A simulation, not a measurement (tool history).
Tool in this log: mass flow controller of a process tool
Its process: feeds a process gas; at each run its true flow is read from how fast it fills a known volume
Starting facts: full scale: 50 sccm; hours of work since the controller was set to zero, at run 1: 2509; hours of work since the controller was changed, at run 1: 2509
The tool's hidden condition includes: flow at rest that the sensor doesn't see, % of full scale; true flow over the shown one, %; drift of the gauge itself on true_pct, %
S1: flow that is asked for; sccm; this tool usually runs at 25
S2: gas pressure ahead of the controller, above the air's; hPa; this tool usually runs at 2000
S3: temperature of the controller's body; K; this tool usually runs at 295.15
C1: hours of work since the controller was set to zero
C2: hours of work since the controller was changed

Run 1, hour 0.0: usual settings; C1 2509; C2 2509. Result: true flow (%) 99.84.
Run 2, hour 130.3: usual settings; C1 2557; C2 2557. Result: true flow (%) 99.85.
Run 3, hour 201.8: usual settings but S1 13 sccm; C1 2583; C2 2583. Result: true flow (%) 99.70.
Run 4, hour 313.7: usual settings but S1 13 sccm; C1 2624; C2 2624. Result: true flow (%) 99.63.
Run 5, hour 424.0: usual settings but S1 13 sccm, S3 301.15 K; C1 2665; C2 2665. Result: true flow (%) 98.87.
Run 6, hour 504.0: usual settings but S1 13 sccm, S3 301.15 K; C1 2694; C2 2694. Result: true flow (%) 98.75.
Run 7, hour 626.9: usual settings but S1 13 sccm, S3 301.15 K; C1 2740; C2 2740. Result: true flow (%) 98.77.
Run 8, hour 752.1: usual settings but S1 13 sccm, S3 301.15 K; C1 2786; C2 2786. Result: true flow (%) 98.56.
Run 9, hour 816.4: usual settings but S1 13 sccm, S3 301.15 K; C1 2810; C2 2810. Result: true flow (%) 98.57.
Run 10, hour 881.4: usual settings but S1 13 sccm, S2 2720 hPa, S3 301.15 K; C1 2834; C2 2834. Result: true flow (%) 98.70.
Run 11, hour 949.8: usual settings but S1 13 sccm, S2 2720 hPa, S3 301.15 K; C1 2859; C2 2859. Result: true flow (%) 98.65.
Run 12, hour 1064.7: usual settings but S1 27 sccm, S2 1710 hPa, S3 304.15 K; C1 2901; C2 2901. Result: true flow (%) 98.13.
Run 13, hour 1136.8: usual settings but S1 11 sccm, S2 2300 hPa, S3 296.15 K; C1 2928; C2 2928. Result: true flow (%) 98.76.
Run 14, hour 1193.5: usual settings but S1 11 sccm, S2 2300 hPa, S3 296.15 K; C1 2949; C2 2949. Result: true flow (%) 98.98.
Run 15, hour 1301.9: usual settings but S2 1970 hPa; C1 2989; C2 2989. Result: true flow (%) 99.25.
Run 16, hour 1389.5: usual settings but S1 39 sccm, S3 297.15 K; C1 3021; C2 3021. Result: true flow (%) 98.97.
Run 17, hour 1517.7: usual settings but S2 1800 hPa; C1 3068; C2 3068. Result: true flow (%) 99.05.
Run 18, hour 1572.9: usual settings but S1 20 sccm, S2 1490 hPa, S3 309.15 K; C1 3089; C2 3089. Result: true flow (%) 97.29.
Run 19, hour 1675.5: usual settings but S1 5 sccm, S2 1760 hPa, S3 309.15 K; C1 3126; C2 3126. Result: true flow (%) 96.98.

Predict the results of run 20:
Run 20, hour 1761.3: usual settings but S1 5 sccm, S2 2330 hPa, S3 309.15 K; C1 3158; C2 3158. Result: true flow (%) ?.

true flow (%): 97.09
Without the tool's hidden state the same run would have given true flow (%) 98.26.
